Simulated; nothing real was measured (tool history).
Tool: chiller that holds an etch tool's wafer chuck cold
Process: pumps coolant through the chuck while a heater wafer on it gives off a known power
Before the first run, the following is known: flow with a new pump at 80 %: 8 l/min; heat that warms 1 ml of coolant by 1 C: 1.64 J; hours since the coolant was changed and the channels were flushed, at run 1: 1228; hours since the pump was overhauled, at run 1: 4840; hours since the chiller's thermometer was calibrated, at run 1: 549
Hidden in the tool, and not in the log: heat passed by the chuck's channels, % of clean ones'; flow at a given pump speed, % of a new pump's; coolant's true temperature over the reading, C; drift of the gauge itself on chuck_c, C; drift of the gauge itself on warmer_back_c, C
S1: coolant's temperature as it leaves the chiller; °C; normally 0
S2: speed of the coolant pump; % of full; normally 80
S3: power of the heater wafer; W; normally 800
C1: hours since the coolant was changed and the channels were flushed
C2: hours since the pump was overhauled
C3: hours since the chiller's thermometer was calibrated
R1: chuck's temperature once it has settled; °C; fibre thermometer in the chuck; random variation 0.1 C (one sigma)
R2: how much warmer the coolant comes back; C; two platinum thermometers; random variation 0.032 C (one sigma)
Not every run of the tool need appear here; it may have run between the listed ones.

{"run": 1, "day": 0.0, "S1": 0, "S2": 80, "S3": 800, "C1": 1228, "C2": 4840, "C3": 549, "R1": 7.3, "R2": 3.97}
{"run": 2, "day": 3.312, "S1": 0, "S2": 80, "S3": 800, "C1": 1307, "C2": 4920, "C3": 628, "R1": 7.5, "R2": 3.93}
{"run": 3, "day": 9.512, "S1": 0, "S2": 80, "S3": 800, "C1": 1456, "C2": 5069, "C3": 777, "R1": 7.4, "R2": 3.96}
{"run": 4, "day": 15.65, "S1": 0, "S2": 80, "S3": 418, "C1": 1603, "C2": 5216, "C3": 924, "R1": 4, "R2": 2.04}
{"run": 5, "day": 21.533, "S1": 0, "S2": 80, "S3": 418, "C1": 1744, "C2": 5357, "C3": 1065, "R1": 4.1, "R2": 2.04}
{"run": 6, "day": 26.842, "S1": -1, "S2": 80, "S3": 800, "C1": 1872, "C2": 5485, "C3": 1193, "R1": 6.6, "R2": 4.01}
{"run": 7, "day": 32.4, "S1": 0, "S2": 80, "S3": 926, "C1": 2005, "C2": 5618, "C3": 1326, "R1": 8.8, "R2": 4.56}
{"run": 8, "day": 35.546, "S1": 10, "S2": 80, "S3": 926, "C1": 2081, "C2": 5694, "C3": 1402, "R1": 18.8, "R2": 4.58}
{"run": 9, "day": 39.088, "S1": 0, "S2": 80, "S3": 800, "C1": 2166, "C2": 5778, "C3": 1487, "R1": 7.6, "R2": 4.03}
{"run": 10, "day": 45.308, "S1": 0, "S2": 80, "S3": 1149, "C1": 2315, "C2": 5928, "C3": 1636, "R1": 10.9, "R2": 5.78}
{"run": 11, "day": 49.975, "S1": 0, "S2": 80, "S3": 1149, "C1": 2427, "C2": 6040, "C3": 1748, "R1": 11.1, "R2": 5.77}
{"run": 12, "day": 53.6, "S1": -4, "S2": 80, "S3": 800, "C1": 2514, "C2": 6127, "C3": 1835, "R1": 3.9, "R2": 4.04}
{"run": 13, "day": 56.783, "S1": 1, "S2": 80, "S3": 800, "C1": 2590, "C2": 6203, "C3": 1911, "R1": 9, "R2": 4.02}
{"run": 14, "day": 60.317, "S1": -1, "S2": 80, "S3": 451, "C1": 2675, "C2": 6288, "C3": 1996, "R1": 3.8, "R2": 2.3}
{"run": 15, "day": 65.912, "S1": 8, "S2": 75, "S3": 800, "C1": 2810, "C2": 6422, "C3": 2130, "R1": 16.3, "R2": 4.35}
{"run": 16, "day": 69.683, "S1": 8, "S2": 75, "S3": 800, "C1": 2900, "C2": 6513, "C3": 2221, "R1": 16.5, "R2": 4.4}
{"run": 17, "day": 73.071, "S1": 3, "S2": 75, "S3": 623, "C1": 2981, "C2": 6594, "C3": 2302, "R1": 9.4, "R2": 3.35}
{"run": 18, "day": 76.017, "S1": -1, "S2": 74, "S3": 1153, "C1": 3052, "C2": 6665, "C3": 2373, "R1": 11, "R2": 6.39}
{"run": 19, "day": 81.596, "S1": -1, "S2": 74, "S3": 1153, "C1": 3186, "C2": 6799, "C3": 2507, "R1": 11.2, "R2": 6.44}
{"run": 20, "day": 87.288, "S1": -1, "S2": 74, "S3": 1153, "C1": 3323, "C2": 6935, "C3": 2643, "R1": 11.2, "R2": 6.4}
{"run": 21, "day": 90.338, "S1": -8, "S2": 66, "S3": 746, "C1": 3396, "C2": 7009, "C3": 2717, "R1": 0.8, "R2": 4.73}
{"run": 22, "day": 95.454, "S1": 0, "S2": 96, "S3": 451, "C1": 3519, "C2": 7131, "C3": 2839, "R1": 4.3, "R2": 1.87}
{"run": 23, "day": 101.646, "S1": -4, "S2": 71, "S3": 485, "C1": 3667, "C2": 7280, "C3": 2988, "R1": 1.8, "R2": 2.83}
{"run": 24, "day": 106.254, "S1": -4, "S2": 71, "S3": 946, "C1": 3778, "C2": 7391, "C3": 3099, "R1": 6.6, "R2": 5.59}

Below are 5 alternative next runs, each starting from the tool's condition after run 24. Predict each:
{"run": "A", "day": 109.467, "S1": 0, "S2": 71, "S3": 760, "C1": 3855, "C2": 7468, "C3": 3176, "R1": "?", "R2": "?"}
{"run": "B", "day": 109.467, "S1": 0, "S2": 66, "S3": 488, "C1": 3855, "C2": 7468, "C3": 3176, "R1": "?", "R2": "?"}
{"run": "C", "day": 109.467, "S1": 9, "S2": 97, "S3": 429, "C1": 3855, "C2": 7468, "C3": 3176, "R1": "?", "R2": "?"}
{"run": "D", "day": 109.467, "S1": 0, "S2": 74, "S3": 800, "C1": 3855, "C2": 7468, "C3": 3176, "R1": "?", "R2": "?"}
{"run": "E", "day": 109.467, "S1": -1, "S2": 98, "S3": 800, "C1": 3855, "C2": 7468, "C3": 3176, "R1": "?", "R2": "?"}

run=A R1=8.9 R2=4.46
run=B R1=6.2 R2=3.16
run=C R1=13.2 R2=1.73
run=D R1=8.9 R2=4.5
run=E R1=6.3 R2=3.26
What these runs would have given with no unlogged condition in the tool:
run=A R1=7 R2=3.97
run=B R1=4.7 R2=2.82
run=C R1=12 R2=1.54
run=D R1=7 R2=4
run=E R1=4.7 R2=2.9
